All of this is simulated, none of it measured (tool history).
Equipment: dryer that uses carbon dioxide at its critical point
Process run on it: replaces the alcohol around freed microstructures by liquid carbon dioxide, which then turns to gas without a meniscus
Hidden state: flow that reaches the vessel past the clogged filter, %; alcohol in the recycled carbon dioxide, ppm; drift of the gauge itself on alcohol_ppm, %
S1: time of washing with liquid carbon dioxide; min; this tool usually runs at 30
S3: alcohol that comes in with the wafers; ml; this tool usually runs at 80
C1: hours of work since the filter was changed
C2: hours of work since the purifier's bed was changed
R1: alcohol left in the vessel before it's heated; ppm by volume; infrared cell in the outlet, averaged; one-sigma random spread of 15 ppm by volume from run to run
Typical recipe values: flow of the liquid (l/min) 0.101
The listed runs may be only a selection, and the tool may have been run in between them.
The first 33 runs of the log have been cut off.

Run 34, hour 1250.8: usual settings but S1 21 min, flow of the liquid (l/min) 0.098; C1 308; C2 523. Result: R1 5655 ppm by volume.
Run 35, hour 1291.8: usual settings but S1 21 min, flow of the liquid (l/min) 0.098; C1 336; C2 551. Result: R1 5876 ppm by volume.
Run 36, hour 1337.9: usual settings but S1 25 min, flow of the liquid (l/min) 0.08, S3 67 ml; C1 367; C2 582. Result: R1 5531 ppm by volume.
Run 37, hour 1390.4: usual settings but S1 25 min, flow of the liquid (l/min) 0.08, S3 67 ml; C1 403; C2 618. Result: R1 5653 ppm by volume.
Run 38, hour 1441: usual settings but flow of the liquid (l/min) 0.147, S3 20 ml; C1 437; C2 653. Result: R1 150 ppm by volume.
Run 39, hour 1479.6: usual settings but flow of the liquid (l/min) 0.147, S3 20 ml; C1 464; C2 679. Result: R1 157 ppm by volume.
At hour 1488: purifier's bed changed.
Run 40, hour 1531.2: usual settings but S1 25 min, flow of the liquid (l/min) 0.091, S3 27 ml; C1 497; C2 29. Result: R1 1481 ppm by volume.
At hour 1582.3: inlet filter changed.
Run 41, hour 1582.7: usual settings but S1 43 min, S3 24 ml; C1 0; C2 64. Result: R1 59 ppm by volume.
Run 42, hour 1606.8: usual settings but flow of the liquid (l/min) 0.111, S3 27 ml; C1 17; C2 80. Result: R1 215 ppm by volume.
Run 43, hour 1647.5: usual settings but S1 29 min, flow of the liquid (l/min) 0.106, S3 57 ml; C1 44; C2 108. Result: R1 643 ppm by volume.
Run 44, hour 1677.2: usual settings but S1 29 min, flow of the liquid (l/min) 0.106, S3 57 ml; C1 65; C2 128. Result: R1 680 ppm by volume.
Run 45, hour 1717: usual settings but S1 29 min, flow of the liquid (l/min) 0.106, S3 57 ml; C1 92; C2 155. Result: R1 688 ppm by volume.
Run 46, hour 1757.7: usual settings but S1 31 min, flow of the liquid (l/min) 0.153, S3 57 ml; C1 119; C2 183. Result: R1 73 ppm by volume.
Run 47, hour 1814.8: usual settings but flow of the liquid (l/min) 0.083; C1 158; C2 222. Result: R1 2500 ppm by volume.
Run 48, hour 1862.6: usual settings but flow of the liquid (l/min) 0.083; C1 191; C2 254. Result: R1 2590 ppm by volume.

What if the next run were any one of these 3? Each begins from the tool's condition after run 48:
Run A, hour 1888.8: usual settings but flow of the liquid (l/min) 0.087, S3 86 ml; C1 209; C2 272. Result: R1 ?.
Run B, hour 1888.8: usual settings but flow of the liquid (l/min) 0.1, S3 52 ml; C1 209; C2 272. Result: R1 ?.
Run C, hour 1888.8: usual settings but S1 21 min, flow of the liquid (l/min) 0.107; C1 209; C2 272. Result: R1 ?.

run    R1
  A  2331
  B   757
  C  3903
The same runs, with their run-to-run variation unchanged, on a tool lacking any hidden condition would have given:
run    R1
  A  2011
  B   616
  C  3454
